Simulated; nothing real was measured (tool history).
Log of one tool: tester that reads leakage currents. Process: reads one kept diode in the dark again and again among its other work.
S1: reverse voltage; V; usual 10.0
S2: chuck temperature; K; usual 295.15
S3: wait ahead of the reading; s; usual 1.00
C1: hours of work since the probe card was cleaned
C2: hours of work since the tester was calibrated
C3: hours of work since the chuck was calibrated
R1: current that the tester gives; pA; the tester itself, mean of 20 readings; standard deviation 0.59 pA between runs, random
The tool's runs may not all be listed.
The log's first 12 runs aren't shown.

run	day	S1	S2	S3	C1	C2	C3	R1
13	60.800	10.0	295.15	9.35	160	2110	825	182.10
14	64.208	10.0	295.15	9.35	214	2163	879	182.15
15	70.808	10.0	295.15	9.35	318	2267	982	179.96
16	77.717	10.0	295.15	9.35	426	2376	1091	179.31
17	81.158	10.0	295.15	9.35	480	2430	1145	178.49
# day 83.638: chuck's temperature calibrated
18	84.458	10.0	295.15	9.35	531	2480	13	197.16
19	90.588	10.0	295.15	0.34	627	2577	109	199.96
20	96.612	10.0	295.15	0.34	722	2672	204	198.16
21	103.854	10.0	295.15	0.34	836	2785	318	197.55
22	107.617	10.0	295.15	0.34	895	2845	377	195.74
23	111.208	3.0	295.15	0.90	952	2901	434	109.27

Expected results for the next run?
# day 115.875: tester calibrated
24	118.629	19.7	295.15	1.00	1067	43	549	?

R1: 259.26 pA
Take away the tool's hidden state, keep the run-to-run variation as it was, and the same run would have given R1 269.27 pA.
